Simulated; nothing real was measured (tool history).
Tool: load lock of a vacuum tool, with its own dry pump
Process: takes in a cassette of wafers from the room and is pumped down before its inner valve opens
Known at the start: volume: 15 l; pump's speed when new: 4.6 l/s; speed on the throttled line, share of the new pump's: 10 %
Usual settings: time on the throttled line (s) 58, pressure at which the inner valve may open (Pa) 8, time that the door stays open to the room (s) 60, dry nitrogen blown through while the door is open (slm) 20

run,day,time on the throttled line (s),pressure at which the inner valve may open (Pa),time that the door stays open to the room (s),dry nitrogen blown through while the door is open (slm),"incoming humidity of the room's air, %",time from the closed door until the inner valve may open (s),rise of the pressure with all valves shut (Pa/min)
1,0.000,58,8,60,20,47.1,86.1,0.062
2,4.633,58,14,60,20,48.2,83.7,0.061
3,9.192,58,8,60,20,47.3,86.2,0.061
4,15.162,58,8,60,8,49.1,86.7,0.085
5,18.962,58,8,60,8,43.1,86.0,0.077
6,27.342,58,14,60,20,46.7,84.2,0.069
7,31.483,58,14,60,20,40.8,83.8,0.061
8,37.408,58,8,60,24,44.0,86.2,0.059
9,43.312,100,8,60,20,43.4,124.2,0.063
10,46.979,100,8,60,20,44.0,122.9,0.067
11,52.375,100,8,60,20,44.9,123.9,0.068
12,60.475,100,8,60,20,43.7,123.5,0.073
13,66.683,58,8,60,20,44.5,86.4,0.074
14,72.562,58,8,60,20,45.3,86.3,0.074
15,77.504,58,8,60,20,45.6,86.0,0.072
16,82.996,58,8,60,20,48.3,86.0,0.083
17,87.812,58,8,60,20,46.0,87.0,0.075
18,95.888,58,12,114,20,43.7,85.3,0.089
19,99.896,58,12,114,20,44.4,85.4,0.092
20,107.262,58,9,114,20,47.8,86.5,0.098
21,113.654,34,15,60,20,44.2,63.9,0.086
22,119.946,34,15,85,5,45.1,63.4,0.112
23,124.154,34,15,85,5,46.2,63.6,0.115
24,132.408,34,15,85,5,47.9,63.0,0.129
25,141.508,58,7,235,20,43.8,87.8,0.123
26,150.200,58,7,235,20,45.4,89.0,0.128
27,158.683,41,10,235,30,43.6,71.8,0.114

Some steps in time from the closed door until the inner valve may open (s) between neighbouring runs. How much of each would the tool show without its hidden state too (settings, what came in, random variation), and how much is left for the hidden state, with any gauge scatter that isn't in both results?
The hidden state here: pump's speed, % of a new pump's; leak at the door's seal, Pa l/s; drift of the gauge itself on ready_s, %; drift of the gauge itself on rise_pa_min, %.
Run 8 -> 9: time on the throttled line (s) 58 -> 100, dry nitrogen blown through while the door is open (slm) 24 -> 20. time from the closed door until the inner valve may open (s) +38.0: hidden state -0.3, all else +38.3.
Run 12 -> 13: time on the throttled line (s) 100 -> 58. time from the closed door until the inner valve may open (s) -37.1: hidden state +0.6, all else -37.7.
